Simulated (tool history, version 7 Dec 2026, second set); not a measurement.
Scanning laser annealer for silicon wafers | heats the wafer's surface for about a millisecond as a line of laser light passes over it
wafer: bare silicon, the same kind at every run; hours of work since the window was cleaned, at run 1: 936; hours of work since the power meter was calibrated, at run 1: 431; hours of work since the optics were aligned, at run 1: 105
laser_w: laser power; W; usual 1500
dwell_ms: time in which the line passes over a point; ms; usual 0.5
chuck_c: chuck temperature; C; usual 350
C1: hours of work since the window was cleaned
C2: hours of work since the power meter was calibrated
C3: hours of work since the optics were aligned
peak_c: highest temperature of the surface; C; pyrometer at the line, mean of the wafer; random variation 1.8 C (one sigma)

{"run": 1, "hour": 0.0, "laser_w": 1500, "dwell_ms": 0.5, "chuck_c": 350, "C1": 936, "C2": 431, "C3": 105, "peak_c": 1025}
{"run": 2, "hour": 10.5, "laser_w": 1500, "dwell_ms": 0.5, "chuck_c": 350, "C1": 942, "C2": 437, "C3": 112, "peak_c": 1028}
{"run": 3, "hour": 32.3, "laser_w": 1500, "dwell_ms": 0.5, "chuck_c": 350, "C1": 955, "C2": 450, "C3": 125, "peak_c": 1025}
{"hour": 41.2, "done": "window over the wafer cleaned"}
{"run": 4, "hour": 46.6, "laser_w": 1500, "dwell_ms": 0.5, "chuck_c": 350, "C1": 3, "C2": 458, "C3": 132, "peak_c": 1001}
{"run": 5, "hour": 63.5, "laser_w": 1500, "dwell_ms": 0.5, "chuck_c": 358, "C1": 13, "C2": 468, "C3": 142, "peak_c": 1017}
{"run": 6, "hour": 78.1, "laser_w": 1500, "dwell_ms": 0.5, "chuck_c": 358, "C1": 22, "C2": 476, "C3": 151, "peak_c": 1016}
{"hour": 91.6, "done": "window over the wafer cleaned, once more"}
{"run": 7, "hour": 104.0, "laser_w": 1500, "dwell_ms": 0.61, "chuck_c": 350, "C1": 7, "C2": 491, "C3": 165, "peak_c": 1118}
{"run": 8, "hour": 126.8, "laser_w": 1500, "dwell_ms": 0.399, "chuck_c": 350, "C1": 21, "C2": 504, "C3": 178, "peak_c": 984}
{"run": 9, "hour": 139.1, "laser_w": 1500, "dwell_ms": 0.399, "chuck_c": 350, "C1": 28, "C2": 511, "C3": 186, "peak_c": 982}
{"run": 10, "hour": 155.5, "laser_w": 1500, "dwell_ms": 0.399, "chuck_c": 350, "C1": 38, "C2": 521, "C3": 196, "peak_c": 985}
{"run": 11, "hour": 167.1, "laser_w": 1500, "dwell_ms": 0.399, "chuck_c": 350, "C1": 45, "C2": 528, "C3": 202, "peak_c": 980}
{"run": 12, "hour": 183.2, "laser_w": 1500, "dwell_ms": 0.5, "chuck_c": 350, "C1": 55, "C2": 538, "C3": 212, "peak_c": 1052}
{"run": 13, "hour": 194.7, "laser_w": 1423, "dwell_ms": 0.5, "chuck_c": 350, "C1": 61, "C2": 545, "C3": 219, "peak_c": 1001}
{"run": 14, "hour": 214.5, "laser_w": 1423, "dwell_ms": 0.5, "chuck_c": 350, "C1": 73, "C2": 556, "C3": 231, "peak_c": 1005}
{"run": 15, "hour": 225.4, "laser_w": 1423, "dwell_ms": 0.5, "chuck_c": 350, "C1": 80, "C2": 563, "C3": 237, "peak_c": 1003}
{"run": 16, "hour": 239.1, "laser_w": 1500, "dwell_ms": 0.5, "chuck_c": 358, "C1": 88, "C2": 571, "C3": 245, "peak_c": 1056}
{"run": 17, "hour": 253.4, "laser_w": 1500, "dwell_ms": 0.405, "chuck_c": 350, "C1": 96, "C2": 579, "C3": 254, "peak_c": 983}
{"run": 18, "hour": 264.8, "laser_w": 1500, "dwell_ms": 0.5, "chuck_c": 350, "C1": 103, "C2": 586, "C3": 261, "peak_c": 1048}
{"run": 19, "hour": 276.4, "laser_w": 1447, "dwell_ms": 0.5, "chuck_c": 350, "C1": 110, "C2": 593, "C3": 267, "peak_c": 1016}
{"run": 20, "hour": 286.6, "laser_w": 1447, "dwell_ms": 0.5, "chuck_c": 350, "C1": 116, "C2": 599, "C3": 273, "peak_c": 1014}
{"run": 21, "hour": 307.7, "laser_w": 1447, "dwell_ms": 0.5, "chuck_c": 350, "C1": 129, "C2": 612, "C3": 286, "peak_c": 1014}
{"run": 22, "hour": 322.6, "laser_w": 1635, "dwell_ms": 0.5, "chuck_c": 322, "C1": 138, "C2": 621, "C3": 295, "peak_c": 1103}
{"run": 23, "hour": 343.7, "laser_w": 1590, "dwell_ms": 0.5, "chuck_c": 348, "C1": 150, "C2": 633, "C3": 307, "peak_c": 1101}
{"run": 24, "hour": 359.9, "laser_w": 1590, "dwell_ms": 0.366, "chuck_c": 379, "C1": 160, "C2": 643, "C3": 317, "peak_c": 1030}
{"run": 25, "hour": 379.2, "laser_w": 1590, "dwell_ms": 0.366, "chuck_c": 348, "C1": 171, "C2": 654, "C3": 329, "peak_c": 1000}
{"run": 26, "hour": 391.4, "laser_w": 1650, "dwell_ms": 0.432, "chuck_c": 327, "C1": 178, "C2": 662, "C3": 336, "peak_c": 1068}
{"run": 27, "hour": 402.7, "laser_w": 1500, "dwell_ms": 0.5, "chuck_c": 384, "C1": 185, "C2": 668, "C3": 343, "peak_c": 1078}
{"run": 28, "hour": 413.5, "laser_w": 1537, "dwell_ms": 0.528, "chuck_c": 361, "C1": 192, "C2": 675, "C3": 349, "peak_c": 1095}
{"run": 29, "hour": 426.2, "laser_w": 1537, "dwell_ms": 0.528, "chuck_c": 361, "C1": 199, "C2": 682, "C3": 357, "peak_c": 1094}

Forecast run 30:
{"run": 30, "hour": 440.8, "laser_w": 1614, "dwell_ms": 0.528, "chuck_c": 322, "C1": 208, "C2": 691, "C3": 365, "peak_c": "?"}

peak_c: 1103 C
Without the tool's hidden state the same run would have given peak_c 1116 C.

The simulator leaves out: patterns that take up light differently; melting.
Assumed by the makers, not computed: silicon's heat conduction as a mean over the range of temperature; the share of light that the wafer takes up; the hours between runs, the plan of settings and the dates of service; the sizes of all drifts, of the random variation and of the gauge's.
